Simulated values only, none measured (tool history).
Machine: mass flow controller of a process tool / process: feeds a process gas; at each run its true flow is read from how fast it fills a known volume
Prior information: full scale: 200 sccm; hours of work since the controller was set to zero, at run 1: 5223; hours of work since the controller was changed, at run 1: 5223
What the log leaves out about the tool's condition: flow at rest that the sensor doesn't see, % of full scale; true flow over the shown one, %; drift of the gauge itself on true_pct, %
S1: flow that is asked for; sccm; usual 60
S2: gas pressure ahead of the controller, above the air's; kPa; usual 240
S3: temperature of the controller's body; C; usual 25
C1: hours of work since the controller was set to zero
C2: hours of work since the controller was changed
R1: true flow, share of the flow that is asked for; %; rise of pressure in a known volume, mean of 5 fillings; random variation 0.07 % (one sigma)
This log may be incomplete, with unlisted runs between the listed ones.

run	hour	S1	S2	S3	C1	C2	R1
1	0	60	240	25	5223	5223	99.34
2	149.6	60	240	25	5306	5306	99.47
3	255.6	47	240	25	5365	5365	99.7
4	383.8	47	147	25	5437	5437	99.45
5	528.8	60	240	37	5518	5518	98.77
6	614.5	79	159	31	5566	5566	99.28
7	693.2	60	240	39	5610	5610	98.75
8	820.6	51	168	21	5681	5681	100.58
9	974.8	106	149	36	5767	5767	99.2
10	1109.5	106	149	34	5842	5842	99.74

Forecast each of these 5 alternatives for the next run:
A	1236.5	60	149	25	5913	5913	?
B	1236.5	27	146	22	5913	5913	?
C	1236.5	154	153	36	5913	5913	?
D	1236.5	45	149	34	5913	5913	?
E	1236.5	106	253	34	5913	5913	?

run	R1
A	100.73
B	100.76
C	99.91
D	99.49
E	100.42
Had the tool no hidden state, the same runs would have come out as:
run	R1
A	98.92
B	98.93
C	98.12
D	97.69
E	98.61

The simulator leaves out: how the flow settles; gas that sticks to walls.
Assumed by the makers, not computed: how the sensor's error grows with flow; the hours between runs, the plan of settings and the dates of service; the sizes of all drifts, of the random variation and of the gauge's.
